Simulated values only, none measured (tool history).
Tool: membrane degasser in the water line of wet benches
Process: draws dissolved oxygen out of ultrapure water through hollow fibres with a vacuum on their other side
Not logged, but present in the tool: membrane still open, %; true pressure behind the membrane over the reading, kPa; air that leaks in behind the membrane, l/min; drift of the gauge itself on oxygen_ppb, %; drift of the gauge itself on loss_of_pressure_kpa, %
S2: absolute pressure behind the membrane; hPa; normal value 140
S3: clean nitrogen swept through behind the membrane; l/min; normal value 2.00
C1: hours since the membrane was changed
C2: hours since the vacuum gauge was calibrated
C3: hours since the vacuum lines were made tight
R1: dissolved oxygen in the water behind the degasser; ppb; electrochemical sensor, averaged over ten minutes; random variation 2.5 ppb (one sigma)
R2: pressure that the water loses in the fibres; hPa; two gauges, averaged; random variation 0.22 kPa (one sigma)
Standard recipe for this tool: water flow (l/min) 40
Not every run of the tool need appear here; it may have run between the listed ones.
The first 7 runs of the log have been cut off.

{"run": 8, "day": 45.846, "water flow (l/min)": 40, "S2": 140, "S3": 1.3, "C1": 2237, "C2": 2797, "C3": 2042, "R1": 662.2, "R2": 544.7}
{"run": 9, "day": 51.508, "water flow (l/min)": 40, "S2": 140, "S3": 1.3, "C1": 2373, "C2": 2933, "C3": 2178, "R1": 671.3, "R2": 539.1}
{"run": 10, "day": 58.108, "water flow (l/min)": 40, "S2": 140, "S3": 2.0, "C1": 2531, "C2": 3091, "C3": 2336, "R1": 479.9, "R2": 549.0}
{"run": 11, "day": 62.95, "water flow (l/min)": 40, "S2": 140, "S3": 2.0, "C1": 2647, "C2": 3207, "C3": 2452, "R1": 473.9, "R2": 542.4}
{"run": 12, "day": 70.596, "water flow (l/min)": 40, "S2": 304, "S3": 2.0, "C1": 2831, "C2": 3391, "C3": 2636, "R1": 1085.8, "R2": 542.6}
{"run": 13, "day": 74.092, "water flow (l/min)": 40, "S2": 153, "S3": 2.0, "C1": 2915, "C2": 3475, "C3": 2720, "R1": 528.5, "R2": 546.6}
{"run": 14, "day": 77.571, "water flow (l/min)": 40, "S2": 157, "S3": 2.0, "C1": 2998, "C2": 3558, "C3": 2803, "R1": 543.9, "R2": 545.3}
{"run": 15, "day": 81.512, "water flow (l/min)": 40, "S2": 157, "S3": 2.0, "C1": 3093, "C2": 3653, "C3": 2898, "R1": 544.1, "R2": 543.8}
{"run": 16, "day": 87.454, "water flow (l/min)": 40, "S2": 157, "S3": 4.35, "C1": 3235, "C2": 3795, "C3": 3040, "R1": 275.3, "R2": 546.6}
{"run": 17, "day": 90.921, "water flow (l/min)": 49, "S2": 140, "S3": 1.41, "C1": 3319, "C2": 3879, "C3": 3124, "R1": 756.1, "R2": 668.7}
{"run": 18, "day": 97.012, "water flow (l/min)": 46, "S2": 337, "S3": 1.05, "C1": 3465, "C2": 4025, "C3": 3270, "R1": 2112.4, "R2": 633.0}
{"run": 19, "day": 102.996, "water flow (l/min)": 40, "S2": 140, "S3": 1.32, "C1": 3608, "C2": 4168, "C3": 3413, "R1": 667.4, "R2": 544.7}
{"run": 20, "day": 107.508, "water flow (l/min)": 40, "S2": 140, "S3": 1.32, "C1": 3717, "C2": 4277, "C3": 3522, "R1": 669.1, "R2": 543.0}
{"run": 21, "day": 112.938, "water flow (l/min)": 40, "S2": 140, "S3": 1.32, "C1": 3847, "C2": 4407, "C3": 3652, "R1": 668.8, "R2": 548.0}
{"run": 22, "day": 118.029, "water flow (l/min)": 32, "S2": 253, "S3": 1.55, "C1": 3969, "C2": 4529, "C3": 3774, "R1": 926.9, "R2": 438.2}
{"day": 123.333, "done": "seals of the vacuum lines changed"}
{"run": 23, "day": 123.671, "water flow (l/min)": 32, "S2": 161, "S3": 4.79, "C1": 4103, "C2": 4663, "C3": 8, "R1": 208.3, "R2": 436.2}
{"run": 24, "day": 127.583, "water flow (l/min)": 53, "S2": 179, "S3": 2.0, "C1": 4197, "C2": 4757, "C3": 102, "R1": 817.7, "R2": 726.8}
{"run": 25, "day": 131.421, "water flow (l/min)": 53, "S2": 179, "S3": 2.0, "C1": 4289, "C2": 4849, "C3": 194, "R1": 815.0, "R2": 728.0}
{"run": 26, "day": 138.808, "water flow (l/min)": 48, "S2": 283, "S3": 0.89, "C1": 4466, "C2": 5026, "C3": 371, "R1": 2087.5, "R2": 661.3}
{"run": 27, "day": 146.488, "water flow (l/min)": 44, "S2": 185, "S3": 5.4, "C1": 4650, "C2": 5210, "C3": 556, "R1": 306.8, "R2": 608.5}
{"run": 28, "day": 150.038, "water flow (l/min)": 64, "S2": 91, "S3": 3.08, "C1": 4736, "C2": 5295, "C3": 641, "R1": 349.9, "R2": 888.8}
{"run": 29, "day": 155.779, "water flow (l/min)": 64, "S2": 278, "S3": 1.85, "C1": 4873, "C2": 5433, "C3": 779, "R1": 1561.2, "R2": 888.5}
{"day": 157.55, "done": "vacuum gauge calibrated"}
{"run": 30, "day": 163.725, "water flow (l/min)": 40, "S2": 161, "S3": 5.87, "C1": 5063, "C2": 148, "C3": 969, "R1": 215.1, "R2": 557.3}
{"run": 31, "day": 171.142, "water flow (l/min)": 63, "S2": 256, "S3": 4.67, "C1": 5241, "C2": 326, "C3": 1147, "R1": 707.7, "R2": 867.4}
{"run": 32, "day": 175.375, "water flow (l/min)": 29, "S2": 101, "S3": 5.63, "C1": 5343, "C2": 428, "C3": 1248, "R1": 87.4, "R2": 401.4}

Predict each of these 4 candidate next runs independently; none follows another, all start after run 32:
{"run": "A", "day": 182.254, "water flow (l/min)": 63, "S2": 101, "S3": 5.63, "C1": 5508, "C2": 593, "C3": 1414, "R1": "?", "R2": "?"}
{"run": "B", "day": 182.254, "water flow (l/min)": 40, "S2": 94, "S3": 2.0, "C1": 5508, "C2": 593, "C3": 1414, "R1": "?", "R2": "?"}
{"run": "C", "day": 182.254, "water flow (l/min)": 53, "S2": 148, "S3": 1.36, "C1": 5508, "C2": 593, "C3": 1414, "R1": "?", "R2": "?"}
{"run": "D", "day": 182.254, "water flow (l/min)": 26, "S2": 144, "S3": 0.91, "C1": 5508, "C2": 593, "C3": 1414, "R1": "?", "R2": "?"}

run=A R1=245.6 R2=872.7
run=B R1=277.4 R2=557.2
run=C R1=864.0 R2=736.4
run=D R1=636.2 R2=362.5
Without the tool's unlogged condition, the same runs would have read:
run=A R1=232.2 R2=837.5
run=B R1=273.4 R2=534.8
run=C R1=855.4 R2=706.8
run=D R1=632.3 R2=347.9

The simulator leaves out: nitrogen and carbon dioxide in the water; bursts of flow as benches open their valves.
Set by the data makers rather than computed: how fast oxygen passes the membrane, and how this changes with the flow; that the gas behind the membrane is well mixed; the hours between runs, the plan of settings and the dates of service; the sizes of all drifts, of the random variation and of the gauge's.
